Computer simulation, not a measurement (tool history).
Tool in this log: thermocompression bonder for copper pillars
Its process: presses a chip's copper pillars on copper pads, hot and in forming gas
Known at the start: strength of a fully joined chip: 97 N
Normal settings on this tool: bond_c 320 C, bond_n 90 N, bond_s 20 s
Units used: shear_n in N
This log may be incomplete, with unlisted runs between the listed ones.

Run 1, hour 0: usual settings. Result: shear_n 52.7 N.
Run 2, hour 42.4: usual settings but bond_s 19 s. Result: shear_n 50.7 N.
At hour 63.2: forming gas filter changed.
Run 3, hour 98.8: usual settings. Result: shear_n 55.6 N.
Run 4, hour 172.5: usual settings. Result: shear_n 53.8 N.
Run 5, hour 256.7: usual settings but bond_s 29 s. Result: shear_n 58.2 N.
At hour 288.3: forming gas filter changed.
Run 6, hour 339.7: usual settings but bond_s 29 s. Result: shear_n 61.8 N.
Run 7, hour 403.3: usual settings. Result: shear_n 53.6 N.
Run 8, hour 460.5: usual settings. Result: shear_n 52.7 N.
At hour 514.1: forming gas filter changed.
Run 9, hour 520: usual settings. Result: shear_n 56.9 N.
Run 10, hour 608.1: usual settings but bond_n 117 N, bond_s 12 s. Result: shear_n 58.4 N.
Run 11, hour 661.8: usual settings but bond_n 60 N, bond_s 13 s. Result: shear_n 31.1 N.
At hour 737.9: forming gas filter changed.
Run 12, hour 737.9: usual settings but bond_c 298 C, bond_n 73 N, bond_s 13 s. Result: shear_n 33 N.
Run 13, hour 797.8: usual settings but bond_c 298 C, bond_n 73 N, bond_s 13 s. Result: shear_n 32.2 N.
Run 14, hour 885.3: usual settings but bond_c 309 C, bond_n 101 N, bond_s 39 s. Result: shear_n 66 N.
At hour 961: forming gas filter changed.
Run 15, hour 961: usual settings but bond_s 30 s. Result: shear_n 65.3 N.

What does the tool deliver on the next run?
Run 16, hour 1003.8: usual settings but bond_s 30 s. Result: shear_n ?.

Run 16 came out at shear_n 64 N.
With the hidden condition absent and the run-to-run variation left alone, this run would have shown shear_n 61.5 N.
